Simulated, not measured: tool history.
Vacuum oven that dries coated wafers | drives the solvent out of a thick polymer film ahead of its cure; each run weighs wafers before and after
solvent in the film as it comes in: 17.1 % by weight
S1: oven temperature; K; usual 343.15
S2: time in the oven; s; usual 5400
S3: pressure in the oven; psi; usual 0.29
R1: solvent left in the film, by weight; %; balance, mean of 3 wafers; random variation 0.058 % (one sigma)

run,hour,S1,S2,S3,R1
1,0,343.15,5400,0.29,3.58
2,18.7,341.15,5400,0.29,4.08
3,46.9,338.15,5400,0.29,5.42
4,64.4,338.15,5400,0.29,5.41
5,87.8,338.15,5400,0.29,5.42
6,113.2,334.15,5400,0.29,6.89
7,146.5,354.15,5400,0.29,1.02
8,174.5,354.15,5400,0.29,1.12
9,209.3,354.15,5400,0.29,1
10,232.4,343.15,5100,0.29,3.95
11,264,343.15,5100,0.29,3.95
12,289.8,343.15,5100,0.29,4.04
13,311.9,343.15,5100,0.29,3.89
14,344.6,343.15,5100,0.29,4.01
# hour 349.8: oven's thermocouples calibrated
15,368.9,332.15,5400,0.29,8.09
16,397.6,332.15,5400,0.29,8.19
17,435.6,332.15,5400,0.29,8.04
18,470.3,339.15,5400,0.29,5.63
19,495.1,343.15,5400,0.29,4.04
20,530.7,343.15,5400,0.29,4.26
# hour 559.6: oven's thermocouples calibrated, once more
21,567.7,343.15,5400,0.35,2.75
22,599.5,343.15,5400,0.35,2.98
23,628.8,343.15,5400,0.35,2.98
24,645.5,357.15,4200,0.252,0.7
25,670.2,342.15,9360,0.146,1.09
26,701.7,342.15,9360,0.146,1.16
27,719.3,342.15,9360,0.146,1.1
28,738.6,342.15,9360,0.146,1.05
29,767.7,328.15,7680,0.254,6.41
30,795.7,358.15,5400,0.29,0.53
31,831.6,330.15,7200,0.843,7.49
32,867.6,343.15,4980,0.29,3.26
33,887.7,350.15,9060,0.512,0.94
34,907.1,350.15,9060,0.512,0.96
35,933.3,351.15,9120,0.544,1
36,955.2,339.15,6720,0.261,3.08
37,986.1,329.15,3660,0.915,10.74
38,1005.7,343.15,4200,0.612,4.56
39,1039.7,334.15,3720,0.348,7.92
40,1056.2,334.15,4140,1.049,8.65
41,1081,334.15,4140,1.049,8.89
42,1113,343.15,3960,0.175,4.21
43,1147.2,343.15,3780,0.953,5.63
44,1171.5,337.15,7200,0.763,4.78
45,1192.5,346.15,2880,1.065,5.78
46,1225.4,343.15,5400,0.368,3.13

Forecast each of these 5 alternatives for the next run:
A,1248.3,335.15,4320,0.368,?
B,1248.3,343.15,7680,1.037,?
C,1248.3,343.15,5400,0.506,?
D,1248.3,334.15,5700,0.261,?
E,1248.3,338.15,3180,1.062,?

run,R1
A,7.01
B,3.3
C,3.47
D,5.82
E,8.39
Without the tool's hidden state the same runs would have given:
run,R1
A,6.8
B,3.12
C,3.29
D,5.59
E,8.2
